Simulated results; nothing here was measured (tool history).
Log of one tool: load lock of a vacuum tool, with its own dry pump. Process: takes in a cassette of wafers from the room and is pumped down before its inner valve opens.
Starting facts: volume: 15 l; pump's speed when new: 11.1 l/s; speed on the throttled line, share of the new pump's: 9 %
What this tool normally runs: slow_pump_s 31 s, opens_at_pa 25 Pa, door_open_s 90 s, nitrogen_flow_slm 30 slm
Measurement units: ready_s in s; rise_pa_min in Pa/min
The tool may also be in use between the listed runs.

| run | hour | slow_pump_s | opens_at_pa | door_open_s | nitrogen_flow_slm | incoming humidity of the room's air, % | ready_s | rise_pa_min |
|---|---|---|---|---|---|---|---|---|
| 1 | 0 | 31 | 25 | 90 | 30 | 51 | 39.8 | 0.452 |
| 2 | 219.6 | 31 | 25 | 90 | 30 | 44.6 | 39.8 | 0.451 |
| 3 | 361.9 | 31 | 25 | 90 | 6 | 44.6 | 39.6 | 0.49 |
| 4 | 506.8 | 31 | 25 | 90 | 6 | 43.6 | 39.8 | 0.485 |
| 5 | 620.7 | 31 | 25 | 90 | 6 | 48.9 | 40.2 | 0.494 |
| 6 | 838.4 | 31 | 23 | 90 | 30 | 44.5 | 40.5 | 0.48 |
| 7 | 967.7 | 31 | 23 | 90 | 30 | 46.8 | 40.1 | 0.493 |
| 8 | 1204.8 | 31 | 23 | 90 | 30 | 44.9 | 40.5 | 0.508 |
| 9 | 1366.2 | 31 | 23 | 90 | 30 | 45.8 | 40.1 | 0.524 |
| 10 | 1489 | 31 | 23 | 90 | 30 | 44.7 | 39.8 | 0.514 |
| 11 | 1718.6 | 31 | 25 | 90 | 30 | 47.9 | 39.6 | 0.532 |
| 12 | 1917.8 | 17 | 25 | 90 | 4 | 45.8 | 27.7 | 0.573 |
| 13 | 2045.5 | 31 | 38 | 90 | 8 | 42.5 | 39.8 | 0.572 |
| 14 | 2259.5 | 19 | 25 | 181 | 30 | 46.8 | 29.5 | 0.585 |
| 15 | 2468.3 | 39 | 41 | 208 | 5 | 44.4 | 46.4 | 0.627 |
| 16 | 2569.5 | 43 | 25 | 62 | 30 | 45.3 | 51.2 | 0.58 |
| 17 | 2772.2 | 34 | 26 | 194 | 30 | 45.3 | 42.6 | 0.607 |
| 18 | 2990.1 | 34 | 26 | 194 | 30 | 43.4 | 42.3 | 0.623 |
| 19 | 3170.2 | 34 | 26 | 194 | 30 | 48.4 | 42.7 | 0.637 |
| 20 | 3322.7 | 34 | 26 | 194 | 30 | 45.8 | 42.3 | 0.634 |
| 21 | 3519.8 | 23 | 35 | 48 | 9 | 45.2 | 32.9 | 0.643 |

Forecast each of these 3 alternatives for the next run:
| A | 3643.3 | 40 | 25 | 90 | 30 | 41.3 | ? | ? |
| B | 3643.3 | 31 | 25 | 85 | 30 | 44.3 | ? | ? |
| C | 3643.3 | 31 | 19 | 90 | 22 | 43.4 | ? | ? |

| run | ready_s | rise_pa_min |
|---|---|---|
| A | 48.4 | 0.65 |
| B | 40.5 | 0.647 |
| C | 40.6 | 0.639 |
Without the tool's hidden state the same runs would have given:
| run | ready_s | rise_pa_min |
|---|---|---|
| A | 47.5 | 0.052 |
| B | 39.6 | 0.054 |
| C | 39.6 | 0.06 |
